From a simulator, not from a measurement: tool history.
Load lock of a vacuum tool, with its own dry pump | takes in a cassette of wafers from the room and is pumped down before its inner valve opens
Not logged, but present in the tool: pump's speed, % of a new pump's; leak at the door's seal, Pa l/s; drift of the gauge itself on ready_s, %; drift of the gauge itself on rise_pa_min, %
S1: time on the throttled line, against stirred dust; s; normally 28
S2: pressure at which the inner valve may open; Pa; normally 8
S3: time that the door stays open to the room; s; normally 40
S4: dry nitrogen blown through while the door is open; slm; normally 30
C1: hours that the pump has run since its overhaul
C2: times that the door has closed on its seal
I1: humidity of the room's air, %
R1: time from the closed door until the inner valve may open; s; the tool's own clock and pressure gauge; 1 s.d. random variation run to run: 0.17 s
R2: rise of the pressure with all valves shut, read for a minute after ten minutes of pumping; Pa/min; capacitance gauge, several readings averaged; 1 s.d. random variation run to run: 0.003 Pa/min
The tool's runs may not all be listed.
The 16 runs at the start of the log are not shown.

run 17 hour=8733.6 | S1=28 S2=8 S3=40 S4=30 | C1=16027 C2=22800 | I1=44 | R1=62.6 R2=0.064
run 18 hour=9026.3 | S1=28 S2=10 S3=40 S4=30 | C1=16320 C2=23136 | I1=47.1 | R1=62 R2=0.062
run 19 hour=9613.3 | S1=28 S2=8 S3=64 S4=30 | C1=16907 C2=23808 | I1=48.4 | R1=63.4 R2=0.066
run 20 hour=10159.5 | S1=28 S2=8 S3=64 S4=30 | C1=17453 C2=24433 | I1=41.7 | R1=63 R2=0.073
run 21 hour=10675 | S1=28 S2=8 S3=85 S4=18 | C1=17968 C2=25023 | I1=47.9 | R1=63.5 R2=0.089
run 22 hour=11290.1 | S1=28 S2=8 S3=46 S4=6 | C1=18583 C2=25728 | I1=47.7 | R1=63.1 R2=0.097
-- hour=11737.9 dry pump taken out, an overhauled one fitted
run 23 hour=11917.6 | S1=28 S2=8 S3=46 S4=6 | C1=180 C2=26440 | I1=47.7 | R1=59.9 R2=0.09
run 24 hour=12294.1 | S1=19 S2=9 S3=49 S4=9 | C1=556 C2=26871 | I1=47 | R1=52.2 R2=0.092
run 25 hour=12745.6 | S1=33 S2=13 S3=219 S4=21 | C1=1008 C2=27388 | I1=45.7 | R1=62.2 R2=0.115
run 26 hour=13381.4 | S1=28 S2=8 S3=39 S4=16 | C1=1643 C2=28116 | I1=45 | R1=60.1 R2=0.089
run 27 hour=13722.6 | S1=28 S2=8 S3=39 S4=16 | C1=1985 C2=28507 | I1=44.6 | R1=59.7 R2=0.087
run 28 hour=14309 | S1=38 S2=6 S3=149 S4=41 | C1=2571 C2=29178 | I1=46.3 | R1=69.6 R2=0.091
run 29 hour=14896.8 | S1=18 S2=6 S3=29 S4=41 | C1=3159 C2=29851 | I1=43.6 | R1=53.3 R2=0.074
run 30 hour=15254 | S1=28 S2=8 S3=40 S4=8 | C1=3516 C2=30260 | I1=45.4 | R1=60.6 R2=0.098
run 31 hour=15614.8 | S1=28 S2=8 S3=40 S4=8 | C1=3877 C2=30673 | I1=43.3 | R1=60.5 R2=0.099
run 32 hour=16104.8 | S1=28 S2=14 S3=40 S4=13 | C1=4367 C2=31234 | I1=47.6 | R1=58 R2=0.094
run 33 hour=16778.8 | S1=25 S2=7 S3=142 S4=9 | C1=5041 C2=32006 | I1=45.1 | R1=58.9 R2=0.148
run 34 hour=17335.2 | S1=25 S2=10 S3=142 S4=9 | C1=5597 C2=32644 | I1=44.9 | R1=57.8 R2=0.144
run 35 hour=17783.6 | S1=23 S2=11 S3=163 S4=17 | C1=6046 C2=33157 | I1=44.2 | R1=55.6 R2=0.128
run 36 hour=18098.1 | S1=23 S2=11 S3=163 S4=17 | C1=6360 C2=33517 | I1=43.5 | R1=55.3 R2=0.128
run 37 hour=18635.8 | S1=28 S2=11 S3=179 S4=13 | C1=6898 C2=34133 | I1=42.2 | R1=59.5 R2=0.148

3 options for the next run, each taken on its own from the tool as it stands now. Forecast them:
run A hour=19297.8 | S1=48 S2=10 S3=179 S4=5 | C1=7560 C2=34891 | I1=45.4 | R1=? R2=?
run B hour=19297.8 | S1=28 S2=14 S3=195 S4=30 | C1=7560 C2=34891 | I1=44.7 | R1=? R2=?
run C hour=19297.8 | S1=28 S2=11 S3=179 S4=8 | C1=7560 C2=34891 | I1=44.2 | R1=? R2=?

run=A R1=76.5 R2=0.176
run=B R1=58.7 R2=0.128
run=C R1=59.6 R2=0.16
With the hidden condition removed and each run's random variation left untouched, the same runs would have given:
run=A R1=75.6 R2=0.1
run=B R1=57.7 R2=0.051
run=C R1=58.5 R2=0.082

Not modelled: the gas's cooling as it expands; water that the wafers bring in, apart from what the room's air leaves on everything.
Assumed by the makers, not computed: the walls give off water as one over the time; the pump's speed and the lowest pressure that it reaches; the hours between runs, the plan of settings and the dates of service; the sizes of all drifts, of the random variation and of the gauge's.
